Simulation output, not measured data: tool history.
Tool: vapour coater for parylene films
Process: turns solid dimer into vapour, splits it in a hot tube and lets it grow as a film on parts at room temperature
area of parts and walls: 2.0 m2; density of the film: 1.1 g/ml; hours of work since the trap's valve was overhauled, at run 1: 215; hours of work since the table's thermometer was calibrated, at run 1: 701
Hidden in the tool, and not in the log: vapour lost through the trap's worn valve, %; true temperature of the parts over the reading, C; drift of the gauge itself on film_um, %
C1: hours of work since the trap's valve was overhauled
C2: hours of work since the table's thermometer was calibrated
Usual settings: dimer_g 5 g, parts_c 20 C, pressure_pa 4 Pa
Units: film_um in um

Run 1, hour 0: usual settings; C1 215; C2 701. Result: film_um 1.246 um.
Run 2, hour 43.2: usual settings; C1 245; C2 731. Result: film_um 1.225 um.
Run 3, hour 76.1: usual settings; C1 268; C2 754. Result: film_um 1.203 um.
Run 4, hour 116.8: usual settings; C1 296; C2 782. Result: film_um 1.181 um.
Run 5, hour 142.6: usual settings; C1 313; C2 800. Result: film_um 1.173 um.
Run 6, hour 161.4: usual settings but pressure_pa 5.29 Pa; C1 326; C2 812. Result: film_um 1.133 um.
Run 7, hour 183.9: usual settings but pressure_pa 5.29 Pa; C1 342; C2 828. Result: film_um 1.11 um.
At hour 195.1: trap's valve overhauled.
Run 8, hour 208.4: usual settings but pressure_pa 5.29 Pa; C1 9; C2 842. Result: film_um 1.27 um.
Run 9, hour 248.2: usual settings but pressure_pa 5.29 Pa; C1 37; C2 870. Result: film_um 1.275 um.
Run 10, hour 281.2: usual settings but pressure_pa 4.69 Pa; C1 59; C2 892. Result: film_um 1.267 um.
Run 11, hour 315.3: usual settings but pressure_pa 4.69 Pa; C1 83; C2 916. Result: film_um 1.25 um.
Run 12, hour 349.2: usual settings but parts_c 16 C; C1 106; C2 939. Result: film_um 1.558 um.
Run 13, hour 383.7: usual settings but parts_c 16 C; C1 130; C2 963. Result: film_um 1.545 um.
Run 14, hour 410.6: usual settings; C1 148; C2 981. Result: film_um 1.257 um.
Run 15, hour 450.2: usual settings; C1 176; C2 1009. Result: film_um 1.248 um.
Run 16, hour 471: usual settings; C1 190; C2 1023. Result: film_um 1.241 um.
Run 17, hour 508.7: usual settings but pressure_pa 4.41 Pa; C1 216; C2 1049. Result: film_um 1.206 um.
Run 18, hour 526.8: usual settings; C1 228; C2 1061. Result: film_um 1.224 um.
Run 19, hour 569.8: usual settings but parts_c 18 C, pressure_pa 7.92 Pa; C1 258; C2 1091. Result: film_um 1.185 um.
Run 20, hour 602.7: usual settings but parts_c 18 C, pressure_pa 7.92 Pa; C1 281; C2 1113. Result: film_um 1.189 um.
Run 21, hour 645.8: usual settings but dimer_g 8 g, parts_c 26 C, pressure_pa 2.39 Pa; C1 310; C2 1143. Result: film_um 1.522 um.
Run 22, hour 665.2: usual settings but dimer_g 3 g, parts_c 26 C, pressure_pa 2.39 Pa; C1 324; C2 1156. Result: film_um 0.546 um.
Run 23, hour 685.4: usual settings but dimer_g 3 g, parts_c 26 C, pressure_pa 2.39 Pa; C1 337; C2 1170. Result: film_um 0.554 um.
At hour 700.2: trap's valve overhauled.
Run 24, hour 716.4: usual settings but dimer_g 3 g, parts_c 26 C, pressure_pa 2.39 Pa; C1 11; C2 1189. Result: film_um 0.645 um.
Run 25, hour 734.2: usual settings but dimer_g 6 g, pressure_pa 2.43 Pa; C1 23; C2 1201. Result: film_um 1.729 um.
Run 26, hour 770.8: usual settings but parts_c 16 C, pressure_pa 2.83 Pa; C1 49; C2 1226. Result: film_um 1.683 um.
Run 27, hour 792.3: usual settings but parts_c 13 C, pressure_pa 3.29 Pa; C1 63; C2 1241. Result: film_um 1.892 um.
Run 28, hour 817.6: usual settings but dimer_g 6 g, parts_c 24 C, pressure_pa 9.6 Pa; C1 81; C2 1259. Result: film_um 1.127 um.
Run 29, hour 844.4: usual settings but dimer_g 6 g, parts_c 24 C, pressure_pa 9.6 Pa; C1 99; C2 1277. Result: film_um 1.11 um.
Run 30, hour 879.6: usual settings but dimer_g 2 g, pressure_pa 2.53 Pa; C1 123; C2 1301. Result: film_um 0.563 um.
Run 31, hour 919.3: usual settings but dimer_g 2 g, pressure_pa 2.53 Pa; C1 151; C2 1329. Result: film_um 0.541 um.
Run 32, hour 939.4: usual settings but pressure_pa 5.77 Pa; C1 165; C2 1342. Result: film_um 1.184 um.
Run 33, hour 981.9: usual settings but dimer_g 4 g, pressure_pa 2.29 Pa; C1 194; C2 1372. Result: film_um 1.088 um.
Run 34, hour 1017.6: usual settings but dimer_g 3 g, parts_c 23 C; C1 218; C2 1396. Result: film_um 0.633 um.
Run 35, hour 1052.8: usual settings but pressure_pa 2.7 Pa; C1 243; C2 1421. Result: film_um 1.289 um.

5 ways to go on from here, each from the tool as it stands after run 35. What would each give?
Run A, hour 1073.7: usual settings but dimer_g 7 g, parts_c 17 C, pressure_pa 2.55 Pa; C1 257; C2 1435. Result: film_um ?.
Run B, hour 1073.7: usual settings but dimer_g 6 g, parts_c 22 C, pressure_pa 4.96 Pa; C1 257; C2 1435. Result: film_um ?.
Run C, hour 1073.7: usual settings but dimer_g 7 g, parts_c 16 C; C1 257; C2 1435. Result: film_um ?.
Run D, hour 1073.7: usual settings but dimer_g 9 g, pressure_pa 2.7 Pa; C1 257; C2 1435. Result: film_um ?.
Run E, hour 1073.7: usual settings but dimer_g 4 g, pressure_pa 2.7 Pa; C1 257; C2 1435. Result: film_um ?.

run  film_um
  A    2.092
  B    1.269
  C    2.065
  D    2.311
  E    1.023
Without the tool's hidden state the same runs would have given:
run  film_um
  A    2.288
  B    1.388
  C    2.257
  D    2.527
  E    1.119

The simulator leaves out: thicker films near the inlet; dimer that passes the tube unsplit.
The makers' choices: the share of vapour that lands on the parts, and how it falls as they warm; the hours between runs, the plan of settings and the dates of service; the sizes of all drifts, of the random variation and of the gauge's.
